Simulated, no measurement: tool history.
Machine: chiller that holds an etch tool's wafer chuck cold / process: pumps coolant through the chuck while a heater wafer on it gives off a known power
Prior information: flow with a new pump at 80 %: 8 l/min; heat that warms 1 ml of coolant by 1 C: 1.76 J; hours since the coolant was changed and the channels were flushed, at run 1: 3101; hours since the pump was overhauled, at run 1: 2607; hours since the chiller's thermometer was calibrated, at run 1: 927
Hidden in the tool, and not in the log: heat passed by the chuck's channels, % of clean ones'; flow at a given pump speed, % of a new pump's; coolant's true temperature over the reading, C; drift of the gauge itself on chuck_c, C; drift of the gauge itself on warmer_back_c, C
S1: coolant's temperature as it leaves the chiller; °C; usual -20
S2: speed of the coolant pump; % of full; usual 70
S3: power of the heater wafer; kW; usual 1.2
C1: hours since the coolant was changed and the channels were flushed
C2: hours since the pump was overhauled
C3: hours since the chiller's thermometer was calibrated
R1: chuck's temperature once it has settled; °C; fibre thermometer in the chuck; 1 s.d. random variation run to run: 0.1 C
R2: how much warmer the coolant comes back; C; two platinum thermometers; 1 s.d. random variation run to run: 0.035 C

run	hour	S1	S2	S3	C1	C2	C3	R1	R2
1	0	-20	70	1.2	3101	2607	927	-9.3	6.29
2	92.1	-20	70	1.2	3193	2699	1019	-9.1	6.33
3	146.5	-20	70	1.2	3248	2754	1074	-8.9	6.32
4	261.3	-20	70	1.2	3363	2869	1189	-9	6.33
5	359.9	-20	70	1.2	3461	2967	1287	-9.2	6.3
6	477.1	-20	80	1.2	3578	3084	1404	-10.1	5.56
7	562.8	-20	80	1.2	3664	3170	1490	-10	5.53
8	617.9	-20	70	1.2	3719	3225	1545	-8.9	6.39
9	718.3	-20	70	1.2	3820	3326	1646	-9	6.35
10	779.5	-20	70	1.2	3881	3387	1707	-8.8	6.39
11	880.3	-20	70	0.907	3982	3488	1808	-11.9	4.82
12	987.4	-20	70	0.806	4089	3595	1915	-12.8	4.32
13	1076.8	-29	70	0.968	4178	3684	2004	-20.1	5.22
14	1146.4	-23	99	1.389	4248	3754	2074	-13.1	5.26
15	1263.6	-23	99	1.389	4365	3871	2191	-13.2	5.21

Expected results for the next run?
16	1376	-10	75	0.808	4477	3983	2303	?	?

{"run 16": {"R1": -2.9, "R2": 4.02}}
Had the tool carried no hidden state, the very same run would have given R1 -3.5 °C, R2 3.65 C.
